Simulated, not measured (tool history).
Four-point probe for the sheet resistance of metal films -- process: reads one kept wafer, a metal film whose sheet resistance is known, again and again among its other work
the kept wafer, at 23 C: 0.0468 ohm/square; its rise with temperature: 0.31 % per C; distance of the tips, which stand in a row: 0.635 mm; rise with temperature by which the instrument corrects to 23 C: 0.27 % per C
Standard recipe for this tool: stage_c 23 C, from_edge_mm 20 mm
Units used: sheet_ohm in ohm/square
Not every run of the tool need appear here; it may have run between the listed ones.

| run | day | stage_c | from_edge_mm | sheet_ohm |
|---|---|---|---|---|
| 1 | 0 | 23 | 20 | 0.047123 |
| 2 | 0.817 | 23 | 20 | 0.047135 |
| 3 | 1.433 | 23 | 20 | 0.047137 |
| 4 | 2.358 | 23 | 20 | 0.047156 |
| 5 | 2.933 | 23 | 20 | 0.047144 |
| 6 | 3.821 | 23 | 20 | 0.047146 |
| 7 | 4.433 | 23 | 20 | 0.047148 |
| 8 | 4.992 | 23 | 20 | 0.04715 |
| 9 | 5.533 | 23 | 20 | 0.047159 |
| 10 | 6.346 | 23 | 3 | 0.04825 |
| 11 | 7.029 | 23 | 3 | 0.048227 |
| 12 | 7.479 | 23 | 3 | 0.048242 |
| 13 | 8.104 | 23 | 5 | 0.047536 |
| 14 | 8.854 | 23 | 5 | 0.047536 |
| 15 | 9.738 | 23 | 5 | 0.04753 |
| 16 | 10.562 | 23 | 5 | 0.047553 |
| 17 | 11.246 | 23 | 5 | 0.047534 |
| 18 | 12.183 | 23 | 5 | 0.047528 |
| 19 | 12.617 | 23 | 5 | 0.04755 |
| 20 | 13.083 | 23 | 5 | 0.047532 |
|  | 13.146 | stage's thermometer calibrated |
| 21 | 13.604 | 19 | 20 | 0.047081 |
| 22 | 14.033 | 23 | 20 | 0.047158 |
| 23 | 14.583 | 23 | 20 | 0.047164 |
| 24 | 15.404 | 29 | 31 | 0.047251 |
| 25 | 16.158 | 20 | 4 | 0.047717 |
|  | 16.333 | stage's thermometer calibrated, once more |
| 26 | 16.717 | 24 | 4 | 0.047803 |
| 27 | 17.358 | 24 | 4 | 0.047805 |
| 28 | 18.108 | 25 | 6 | 0.047462 |
| 29 | 18.917 | 24 | 14 | 0.047224 |
| 30 | 19.475 | 19 | 29 | 0.047099 |
| 31 | 20.229 | 19 | 29 | 0.047094 |
| 32 | 20.762 | 19 | 29 | 0.047086 |
| 33 | 21.692 | 19 | 29 | 0.047097 |
| 34 | 22.267 | 19 | 29 | 0.047097 |
| 35 | 23.1 | 20 | 11 | 0.047191 |
| 36 | 24.025 | 26 | 5 | 0.04763 |
| 37 | 24.588 | 19 | 20 | 0.047117 |
| 38 | 25.325 | 27 | 27 | 0.04725 |
| 39 | 25.85 | 18 | 39 | 0.047088 |
|  | 26.342 | new probe head fitted |
| 40 | 26.483 | 33 | 13 | 0.04731 |
| 41 | 26.871 | 22 | 6 | 0.047353 |
| 42 | 27.7 | 22 | 6 | 0.047365 |
| 43 | 28.458 | 23 | 10 | 0.047197 |
| 44 | 29.325 | 23 | 7 | 0.047294 |
| 45 | 30.233 | 20 | 4 | 0.047677 |

Each run again, without the hidden state but with its own random variation kept:
Hidden state at play: inner tips' distance over the nominal, %; tips' flats over new ones', %; wafer's true temperature over the reading, C; drift of the gauge itself on sheet_ohm, %.
| run | sheet_ohm |
|---|---|
| 1 | 0.046812 |
| 2 | 0.046822 |
| 3 | 0.046823 |
| 4 | 0.046841 |
| 5 | 0.046828 |
| 6 | 0.046827 |
| 7 | 0.046829 |
| 8 | 0.046829 |
| 9 | 0.046837 |
| 10 | 0.04792 |
| 11 | 0.047897 |
| 12 | 0.04791 |
| 13 | 0.047208 |
| 14 | 0.047206 |
| 15 | 0.047199 |
| 16 | 0.04722 |
| 17 | 0.0472 |
| 18 | 0.047193 |
| 19 | 0.047213 |
| 20 | 0.047195 |
| 21 | 0.046747 |
| 22 | 0.046823 |
| 23 | 0.046827 |
| 24 | 0.046912 |
| 25 | 0.047374 |
| 26 | 0.047451 |
| 27 | 0.047452 |
| 28 | 0.047109 |
| 29 | 0.046872 |
| 30 | 0.046747 |
| 31 | 0.04674 |
| 32 | 0.046732 |
| 33 | 0.046741 |
| 34 | 0.04674 |
| 35 | 0.046832 |
| 36 | 0.047266 |
| 37 | 0.046755 |
| 38 | 0.046886 |
| 39 | 0.046725 |
| 40 | 0.047016 |
| 41 | 0.047058 |
| 42 | 0.047069 |
| 43 | 0.0469 |
| 44 | 0.046994 |
| 45 | 0.047373 |
